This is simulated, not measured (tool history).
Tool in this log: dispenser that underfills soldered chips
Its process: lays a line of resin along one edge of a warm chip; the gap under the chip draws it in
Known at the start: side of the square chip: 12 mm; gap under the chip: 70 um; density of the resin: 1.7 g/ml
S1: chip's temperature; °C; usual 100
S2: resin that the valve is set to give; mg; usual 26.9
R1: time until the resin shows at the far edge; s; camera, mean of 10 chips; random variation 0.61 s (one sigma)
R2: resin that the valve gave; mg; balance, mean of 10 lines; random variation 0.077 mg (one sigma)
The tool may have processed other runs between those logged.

run,hour,S1,S2,R1,R2
1,0,100,26.9,72.2,26.58
2,3.3,114,26.9,47.6,26.56
# hour 6.1: new syringe of resin
3,7.9,114,25,33.1,24.65
4,10,114,25,34.7,24.74
5,12.9,114,25,40.6,24.62
# hour 15.4: dispensing valve cleaned and set on the balance
6,16.3,92,33.1,103.1,33.13
7,20.2,92,33.1,119.6,32.97
# hour 21.7: new syringe of resin
8,23,90,28,84.4,27.96
9,26.2,101,26.9,61.5,26.88
10,29.9,101,26.9,68.5,26.73

Below are 5 alternative next runs, each starting from the tool's condition after run 10. Predict each:
A,32.9,106,27.5,?,?
B,32.9,106,33.5,?,?
C,32.9,107,30.6,?,?
D,32.9,88,23.2,?,?
E,32.9,92,26.9,?,?

run,R1,R2
A,64.6,27.25
B,62.9,33.32
C,61,30.45
D,139,23.04
E,116.4,26.83
Take away the tool's hidden state, keep each run's random variation, and the runs would have read:
run,R1,R2
A,41.3,27.4
B,40.3,33.5
C,39.1,30.61
D,88.8,23.17
E,74.6,26.97
